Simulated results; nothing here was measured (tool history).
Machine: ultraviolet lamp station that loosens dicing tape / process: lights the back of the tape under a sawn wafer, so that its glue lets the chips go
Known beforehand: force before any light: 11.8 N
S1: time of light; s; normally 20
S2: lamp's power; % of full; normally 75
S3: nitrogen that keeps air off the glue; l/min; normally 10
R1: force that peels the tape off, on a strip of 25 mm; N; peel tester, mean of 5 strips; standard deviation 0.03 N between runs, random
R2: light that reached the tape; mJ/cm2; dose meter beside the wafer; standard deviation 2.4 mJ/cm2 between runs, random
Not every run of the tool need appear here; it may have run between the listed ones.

run 1 hour=0 | S1=20 S2=75 S3=10 | R1=2.069 R2=203
run 2 hour=37.2 | S1=20 S2=75 S3=10 | R1=2.096 R2=199
run 3 hour=70.2 | S1=20 S2=75 S3=10 | R1=2.121 R2=201
run 4 hour=93.6 | S1=22 S2=75 S3=10 | R1=1.849 R2=220
run 5 hour=126.9 | S1=22 S2=75 S3=10 | R1=1.963 R2=218
run 6 hour=155.4 | S1=20 S2=75 S3=5 | R1=3.293 R2=191
run 7 hour=171.9 | S1=10 S2=75 S3=10 | R1=4.994 R2=95
run 8 hour=191.1 | S1=10 S2=75 S3=10 | R1=4.952 R2=96
run 9 hour=219.7 | S1=16 S2=75 S3=10 | R1=3.153 R2=152
run 10 hour=251.5 | S1=20 S2=82 S3=10 | R1=2.104 R2=209
-- hour=253.7 window cleaned of glue's vapour
run 11 hour=278.8 | S1=20 S2=75 S3=10 | R1=2.553 R2=184
run 12 hour=308.2 | S1=20 S2=75 S3=10 | R1=2.538 R2=179
run 13 hour=340.9 | S1=20 S2=75 S3=10 | R1=2.613 R2=176
run 14 hour=374.6 | S1=20 S2=75 S3=10 | R1=2.565 R2=180
run 15 hour=398 | S1=20 S2=75 S3=10 | R1=2.625 R2=175
run 16 hour=423.5 | S1=20 S2=75 S3=10 | R1=2.68 R2=173
run 17 hour=447.5 | S1=36 S2=96 S3=5 | R1=0.976 R2=397
-- hour=466 window cleaned of glue's vapour, once more
run 18 hour=487.1 | S1=36 S2=96 S3=5 | R1=0.639 R2=482
run 19 hour=508 | S1=36 S2=96 S3=5 | R1=0.651 R2=482
run 20 hour=537.8 | S1=20 S2=62 S3=11 | R1=2.61 R2=170
run 21 hour=564.3 | S1=20 S2=62 S3=11 | R1=2.629 R2=171
run 22 hour=584.4 | S1=29 S2=62 S3=8 | R1=1.778 R2=243
run 23 hour=601.2 | S1=29 S2=62 S3=8 | R1=1.787 R2=241
run 24 hour=623.9 | S1=20 S2=82 S3=10 | R1=1.817 R2=221
run 25 hour=645.1 | S1=14 S2=75 S3=10 | R1=3.604 R2=146
run 26 hour=665.8 | S1=11 S2=82 S3=19 | R1=3.297 R2=120
run 27 hour=697.4 | S1=23 S2=61 S3=10 | R1=2.433 R2=186
run 28 hour=724.4 | S1=12 S2=90 S3=10 | R1=3.494 R2=139
run 29 hour=745.2 | S1=20 S2=61 S3=11 | R1=2.886 R2=156

Forecast each of these 5 alternatives for the next run:
run A hour=781.9 | S1=20 S2=75 S3=16 | R1=? R2=?
run B hour=781.9 | S1=17 S2=75 S3=10 | R1=? R2=?
run C hour=781.9 | S1=16 S2=73 S3=15 | R1=? R2=?
run D hour=781.9 | S1=24 S2=75 S3=10 | R1=? R2=?
run E hour=781.9 | S1=20 S2=98 S3=7 | R1=? R2=?

run=A R1=1.823 R2=190
run=B R1=2.933 R2=167
run=C R1=2.749 R2=149
run=D R1=1.714 R2=229
run=E R1=1.876 R2=252
With no hidden state in the tool, these same runs would have given:
run=A R1=1.117 R2=246
run=B R1=1.993 R2=215
run=C R1=1.837 R2=193
run=D R1=1.045 R2=296
run=E R1=1.157 R2=324

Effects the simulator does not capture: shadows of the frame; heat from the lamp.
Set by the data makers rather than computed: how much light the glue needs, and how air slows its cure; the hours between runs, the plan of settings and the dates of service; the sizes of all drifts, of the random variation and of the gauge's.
